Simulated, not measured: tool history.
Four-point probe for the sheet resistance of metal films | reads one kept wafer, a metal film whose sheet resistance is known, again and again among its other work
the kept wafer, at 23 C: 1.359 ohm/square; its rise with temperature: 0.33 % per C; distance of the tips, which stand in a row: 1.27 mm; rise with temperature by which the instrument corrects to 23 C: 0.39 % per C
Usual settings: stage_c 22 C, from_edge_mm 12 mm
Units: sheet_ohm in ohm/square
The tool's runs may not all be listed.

run 1 hour=0.0 | stage_c=22 from_edge_mm=12 | sheet_ohm=1.363340
run 2 hour=46.8 | stage_c=22 from_edge_mm=12 | sheet_ohm=1.363109
run 3 hour=149.4 | stage_c=22 from_edge_mm=12 | sheet_ohm=1.363102
run 4 hour=196.3 | stage_c=22 from_edge_mm=12 | sheet_ohm=1.363182
-- hour=218.9 stage's thermometer calibrated
run 5 hour=264.6 | stage_c=22 from_edge_mm=12 | sheet_ohm=1.359822
run 6 hour=336.9 | stage_c=22 from_edge_mm=12 | sheet_ohm=1.359667
run 7 hour=435.1 | stage_c=22 from_edge_mm=12 | sheet_ohm=1.359825
run 8 hour=505.9 | stage_c=22 from_edge_mm=12 | sheet_ohm=1.359691
run 9 hour=587.4 | stage_c=22 from_edge_mm=12 | sheet_ohm=1.359138
run 10 hour=639.2 | stage_c=22 from_edge_mm=12 | sheet_ohm=1.359251
run 11 hour=744.3 | stage_c=22 from_edge_mm=12 | sheet_ohm=1.358462
run 12 hour=831.4 | stage_c=22 from_edge_mm=5 | sheet_ohm=1.395825
run 13 hour=887.2 | stage_c=22 from_edge_mm=5 | sheet_ohm=1.396144
run 14 hour=979.7 | stage_c=22 from_edge_mm=5 | sheet_ohm=1.395826
run 15 hour=1039.8 | stage_c=22 from_edge_mm=12 | sheet_ohm=1.358279
run 16 hour=1108.7 | stage_c=22 from_edge_mm=12 | sheet_ohm=1.358009
run 17 hour=1203.3 | stage_c=22 from_edge_mm=12 | sheet_ohm=1.357535
run 18 hour=1277.2 | stage_c=22 from_edge_mm=12 | sheet_ohm=1.357776
run 19 hour=1329.1 | stage_c=32 from_edge_mm=12 | sheet_ohm=1.349616
run 20 hour=1396.7 | stage_c=31 from_edge_mm=12 | sheet_ohm=1.350182
run 21 hour=1498.6 | stage_c=22 from_edge_mm=10 | sheet_ohm=1.361230
run 22 hour=1600.1 | stage_c=22 from_edge_mm=10 | sheet_ohm=1.360526

Forecast run 23:
run 23 hour=1677.3 | stage_c=29 from_edge_mm=54 | sheet_ohm=?

{"run 23": {"sheet_ohm": 1.342999}}
Without the tool's hidden state the same run would have given sheet_ohm 1.353936 ohm/square.

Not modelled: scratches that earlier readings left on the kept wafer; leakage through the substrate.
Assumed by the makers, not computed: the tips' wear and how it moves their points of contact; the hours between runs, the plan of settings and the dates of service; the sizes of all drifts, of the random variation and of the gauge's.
